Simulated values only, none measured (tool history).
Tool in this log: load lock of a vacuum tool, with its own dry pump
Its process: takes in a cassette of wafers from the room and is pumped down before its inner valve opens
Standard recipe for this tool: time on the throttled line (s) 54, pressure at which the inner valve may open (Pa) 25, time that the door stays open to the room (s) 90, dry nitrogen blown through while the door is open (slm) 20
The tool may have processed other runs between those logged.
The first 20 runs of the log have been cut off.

run	hour	time on the throttled line (s)	pressure at which the inner valve may open (Pa)	time that the door stays open to the room (s)	dry nitrogen blown through while the door is open (slm)	hours that the pump has run since its overhaul	times that the door has closed on its seal	incoming humidity of the room's air, %	time from the closed door until the inner valve may open (s)	rise of the pressure with all valves shut (Pa/min)
21	3327.6	54	25	128	20	6784	9942	48.5	83.5	0.122
22	3473.1	54	25	128	20	6929	10147	44.0	84.0	0.120
23	3708.6	54	25	32	4	7165	10478	47.1	83.8	0.100
24	3841.1	54	39	32	4	7297	10664	43.5	81.6	0.106
25	3942.5	54	39	32	4	7399	10807	45.6	81.7	0.102
26	4156.7	54	39	32	4	7613	11108	43.7	81.6	0.102
27	4371.7	84	30	32	13	7828	11410	45.4	106.8	0.108
28	4568.0	84	30	32	13	8024	11686	44.9	106.7	0.103
29	4673.1	84	30	32	13	8129	11834	47.5	106.5	0.116
30	4904.5	84	30	32	13	8361	12159	44.0	107.3	0.111
31	5070.2	54	44	90	38	8526	12392	45.4	81.7	0.120
32	5200.6	57	25	126	20	8657	12576	47.2	87.8	0.150
33	5301.0	57	25	126	20	8757	12717	46.0	87.4	0.146
34	5452.6	57	25	126	13	8909	12930	48.8	87.7	0.163
35	5620.1	54	20	90	8	9076	13165	46.8	86.0	0.157
36	5723.6	49	22	90	20	9180	13311	43.9	81.5	0.140

Forecast each of these 5 alternatives for the next run:
A	5871.4	107	39	41	20	9328	13519	43.9	?	?
B	5871.4	54	46	176	34	9328	13519	44.5	?	?
C	5871.4	65	26	218	20	9328	13519	45.3	?	?
D	5871.4	54	44	136	20	9328	13519	42.1	?	?
E	5871.4	54	25	54	20	9328	13519	42.0	?	?

run	time from the closed door until the inner valve may open (s)	rise of the pressure with all valves shut (Pa/min)
A	124.9	0.124
B	82.4	0.161
C	93.3	0.186
D	82.5	0.158
E	85.6	0.129
Take away the tool's hidden state, keep each run's random variation, and the runs would have read:
run	time from the closed door until the inner valve may open (s)	rise of the pressure with all valves shut (Pa/min)
A	122.0	0.022
B	77.5	0.058
C	88.5	0.082
D	77.7	0.055
E	80.3	0.025
